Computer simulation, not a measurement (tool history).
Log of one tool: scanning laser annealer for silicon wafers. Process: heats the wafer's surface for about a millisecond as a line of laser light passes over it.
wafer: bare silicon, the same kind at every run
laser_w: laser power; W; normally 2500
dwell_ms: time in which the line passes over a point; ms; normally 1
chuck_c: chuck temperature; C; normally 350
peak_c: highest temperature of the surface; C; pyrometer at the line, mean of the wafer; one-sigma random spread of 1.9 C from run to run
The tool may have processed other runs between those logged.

run,hour,laser_w,dwell_ms,chuck_c,peak_c
1,0,2500,1,350,1108
2,59.8,2500,1,389,1150
3,119.5,2500,0.86,389,1099
4,169.9,2500,1,350,1112
5,215.4,2500,1,370,1129
6,280.1,2500,1,370,1131
7,312.6,2500,1,370,1128
8,356.4,2500,1,370,1131
9,411.7,2500,1,370,1130
10,443.2,2500,1,354,1117
11,484.2,2500,1,354,1113
12,520.9,2500,1,354,1114
13,583.5,2500,1,354,1113
14,629.3,2500,1,354,1117
15,688.4,2500,1,354,1113
16,728.5,2500,1,354,1115
17,791.4,2500,1,354,1116
18,844.1,2500,1,354,1113
19,907.3,2500,1,354,1115
20,948.1,2500,0.82,354,1047
21,982.6,2500,0.82,354,1047
22,1017.5,2500,0.82,354,1052
23,1048.1,2401,1,333,1056
24,1092.6,2718,1.22,369,1282
25,1157.6,2299,1,350,1040
26,1201.3,2299,1,350,1037
# hour 1231.5: window over the wafer cleaned
# hour 1249.4: optics aligned, line set to its width
27,1271.9,2585,1.08,350,1170
28,1324.4,2238,0.88,350,982
29,1372.1,2337,0.86,350,1003
30,1423.9,2337,0.73,363,974
31,1484.8,2617,0.73,354,1057
32,1542,2617,0.73,354,1055
33,1569.4,2617,0.73,354,1052
34,1613.5,2581,0.72,366,1051
35,1676.9,2311,0.72,355,953
36,1711.8,2500,1,320,1078
37,1752.9,2592,1,368,1161
38,1815,2592,1,368,1160
39,1877,2545,1.03,360,1148
40,1931.9,2205,0.89,350,969
41,1962.5,2726,0.79,314,1076

Here are 4 independent what-if runs from the current tool condition. What would each one return?
A,2029.1,2489,0.73,350,?
B,2029.1,2307,0.8,314,?
C,2029.1,2465,1.11,387,?
D,2029.1,2358,1,350,?

run,peak_c
A,1011
B,942
C,1167
D,1056
What these runs would have given with no unlogged condition in the tool:
run,peak_c
A,1011
B,943
C,1168
D,1056
